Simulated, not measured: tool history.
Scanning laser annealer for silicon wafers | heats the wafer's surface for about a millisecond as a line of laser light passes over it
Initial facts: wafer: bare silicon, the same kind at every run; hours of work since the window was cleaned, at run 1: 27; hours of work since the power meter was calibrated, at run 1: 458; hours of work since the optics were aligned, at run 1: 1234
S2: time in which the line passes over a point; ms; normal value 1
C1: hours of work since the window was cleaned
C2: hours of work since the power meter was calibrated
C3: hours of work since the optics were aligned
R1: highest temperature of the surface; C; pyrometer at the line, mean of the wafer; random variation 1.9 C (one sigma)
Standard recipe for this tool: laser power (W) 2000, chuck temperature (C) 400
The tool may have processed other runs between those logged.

run 1 day=0 | laser_power_(W)=2000 S2=1 chuck_temperature_(C)=400 | C1=27 C2=458 C3=1234 | R1=1172
run 2 day=0.592 | laser_power_(W)=2000 S2=1 chuck_temperature_(C)=400 | C1=35 C2=466 C3=1242 | R1=1171
run 3 day=1.258 | laser_power_(W)=2000 S2=1 chuck_temperature_(C)=400 | C1=44 C2=475 C3=1251 | R1=1171
run 4 day=1.904 | laser_power_(W)=2200 S2=1 chuck_temperature_(C)=400 | C1=52 C2=484 C3=1259 | R1=1272
run 5 day=2.696 | laser_power_(W)=2000 S2=1 chuck_temperature_(C)=377 | C1=63 C2=494 C3=1270 | R1=1147
run 6 day=3.383 | laser_power_(W)=2000 S2=0.8 chuck_temperature_(C)=377 | C1=72 C2=504 C3=1279 | R1=1053
run 7 day=4.262 | laser_power_(W)=2000 S2=0.8 chuck_temperature_(C)=377 | C1=84 C2=515 C3=1291 | R1=1050
run 8 day=5.171 | laser_power_(W)=1987 S2=1 chuck_temperature_(C)=400 | C1=96 C2=528 C3=1303 | R1=1163
run 9 day=6.121 | laser_power_(W)=1987 S2=1 chuck_temperature_(C)=400 | C1=109 C2=540 C3=1316 | R1=1161
run 10 day=7.079 | laser_power_(W)=1987 S2=1 chuck_temperature_(C)=400 | C1=122 C2=553 C3=1329 | R1=1159
-- day=7.338 optics aligned, line set to its width
run 11 day=8.288 | laser_power_(W)=1987 S2=1 chuck_temperature_(C)=400 | C1=135 C2=566 C3=13 | R1=1157
run 12 day=9.092 | laser_power_(W)=1987 S2=1 chuck_temperature_(C)=400 | C1=146 C2=577 C3=23 | R1=1154
run 13 day=10.054 | laser_power_(W)=2000 S2=1 chuck_temperature_(C)=403 | C1=159 C2=590 C3=36 | R1=1164
run 14 day=10.962 | laser_power_(W)=2000 S2=1 chuck_temperature_(C)=403 | C1=171 C2=602 C3=49 | R1=1164
run 15 day=11.433 | laser_power_(W)=2027 S2=1.04 chuck_temperature_(C)=371 | C1=177 C2=609 C3=55 | R1=1163
run 16 day=12.042 | laser_power_(W)=1865 S2=0.83 chuck_temperature_(C)=400 | C1=185 C2=617 C3=63 | R1=1017
-- day=12.888 optics aligned, line set to its width, once more
run 17 day=13.021 | laser_power_(W)=1865 S2=0.93 chuck_temperature_(C)=403 | C1=196 C2=627 C3=2 | R1=1082
run 18 day=13.512 | laser_power_(W)=1809 S2=0.83 chuck_temperature_(C)=413 | C1=202 C2=634 C3=8 | R1=1021
run 19 day=14.104 | laser_power_(W)=1809 S2=0.83 chuck_temperature_(C)=413 | C1=210 C2=642 C3=16 | R1=1024
run 20 day=14.596 | laser_power_(W)=2000 S2=1 chuck_temperature_(C)=421 | C1=217 C2=648 C3=23 | R1=1196
run 21 day=15.242 | laser_power_(W)=2032 S2=1 chuck_temperature_(C)=400 | C1=225 C2=657 C3=32 | R1=1190
run 22 day=15.888 | laser_power_(W)=1870 S2=0.9 chuck_temperature_(C)=393 | C1=234 C2=665 C3=40 | R1=1057
run 23 day=16.542 | laser_power_(W)=2000 S2=1.1 chuck_temperature_(C)=400 | C1=243 C2=674 C3=49 | R1=1223
run 24 day=17.504 | laser_power_(W)=2000 S2=1.1 chuck_temperature_(C)=400 | C1=256 C2=687 C3=62 | R1=1215
run 25 day=17.975 | laser_power_(W)=2000 S2=1.1 chuck_temperature_(C)=400 | C1=262 C2=693 C3=68 | R1=1217
run 26 day=18.512 | laser_power_(W)=1967 S2=0.88 chuck_temperature_(C)=424 | C1=269 C2=701 C3=75 | R1=1127

Some steps in R1, run to run, broken into two amounts with sign: the step expected even without the hidden condition (settings, incoming material, random variation), and the rest, left for the hidden condition together with whatever gauge scatter is not in both the measured and the hidden-condition-free result:
The hidden state here: light that passes the window, % of a clean one's; laser's true power over the reading, %; width of the line over the set one, %; drift of the gauge itself on peak_c, C.
Run 10 -> 11: optics aligned, line set to its width. R1 -2 C: hidden state -7, all else +5.
Run 16 -> 17: S2 0.83 -> 0.93, chuck temperature (C) 400 -> 403, optics aligned, line set to its width, once more. R1 +65 C: hidden state +14, all else +51.
Run 19 -> 20: laser power (W) 1809 -> 2000, S2 0.83 -> 1, chuck temperature (C) 413 -> 421. R1 +172 C: hidden state -2, all else +174.
Run 22 -> 23: laser power (W) 1870 -> 2000, S2 0.9 -> 1.1, chuck temperature (C) 393 -> 400. R1 +166 C: hidden state -2, all else +168.
